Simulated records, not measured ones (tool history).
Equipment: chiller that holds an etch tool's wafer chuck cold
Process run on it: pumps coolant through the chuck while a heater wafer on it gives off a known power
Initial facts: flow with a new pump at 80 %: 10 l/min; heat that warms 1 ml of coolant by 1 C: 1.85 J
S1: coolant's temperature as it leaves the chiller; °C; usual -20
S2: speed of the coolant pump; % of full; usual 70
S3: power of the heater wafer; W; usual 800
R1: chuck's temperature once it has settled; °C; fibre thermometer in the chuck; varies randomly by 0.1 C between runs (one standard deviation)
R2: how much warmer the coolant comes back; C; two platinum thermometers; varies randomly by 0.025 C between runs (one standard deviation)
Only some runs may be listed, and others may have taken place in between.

Run 1, hour 0.0: usual settings. Result: R1 -9.3 °C, R2 3.01 C.
Run 2, hour 77.5: usual settings. Result: R1 -9.0 °C, R2 3.01 C.
Run 3, hour 143.1: usual settings. Result: R1 -9.3 °C, R2 2.98 C.
At hour 179.8: coolant changed, channels flushed.
Run 4, hour 185.0: usual settings. Result: R1 -11.4 °C, R2 3.01 C.
Run 5, hour 257.2: usual settings. Result: R1 -11.3 °C, R2 2.95 C.
Run 6, hour 324.2: usual settings. Result: R1 -11.3 °C, R2 2.99 C.
Run 7, hour 363.1: usual settings. Result: R1 -11.1 °C, R2 2.98 C.
Run 8, hour 426.1: usual settings. Result: R1 -11.1 °C, R2 2.90 C.
Run 9, hour 476.6: usual settings but S1 -13 °C, S2 67 % of full, S3 1144 W. Result: R1 0.3 °C, R2 4.45 C.
At hour 487.1: coolant pump overhauled.
Run 10, hour 548.4: usual settings but S1 -13 °C, S2 67 % of full, S3 1144 W. Result: R1 0.5 °C, R2 4.39 C.
Run 11, hour 595.7: usual settings but S1 -13 °C, S2 74 % of full, S3 1144 W. Result: R1 -0.8 °C, R2 4.00 C.
Run 12, hour 658.7: usual settings but S1 -14 °C, S2 66 % of full, S3 991 W. Result: R1 -2.3 °C, R2 3.85 C.
Run 13, hour 737.8: usual settings but S1 -24 °C, S2 81 % of full, S3 991 W. Result: R1 -14.5 °C, R2 3.12 C.
Run 14, hour 786.7: usual settings but S1 -13 °C, S2 74 % of full, S3 1190 W. Result: R1 -0.2 °C, R2 4.19 C.
Run 15, hour 846.9: usual settings but S1 -13 °C, S2 74 % of full, S3 1190 W. Result: R1 -0.2 °C, R2 4.20 C.
Run 16, hour 907.0: usual settings but S1 -15 °C. Result: R1 -6.2 °C, R2 3.03 C.

Below are 3 alternative next runs, each starting from the tool's condition after run 16. Predict each:
Run A, hour 964.4: usual settings but S1 -28 °C, S2 83 % of full, S3 535 W. Result: R1 ?, R2 ?.
Run B, hour 964.4: usual settings but S2 91 % of full, S3 414 W. Result: R1 ?, R2 ?.
Run C, hour 964.4: usual settings but S1 -18 °C, S2 65 % of full, S3 422 W. Result: R1 ?, R2 ?.

run     R1    R2
  A  -23.0  1.65
  B  -16.5  1.19
  C  -13.2  1.65
Without the tool's unlogged condition, the same runs would have read:
run     R1    R2
  A  -22.7  1.65
  B  -16.2  1.19
  C  -12.9  1.64
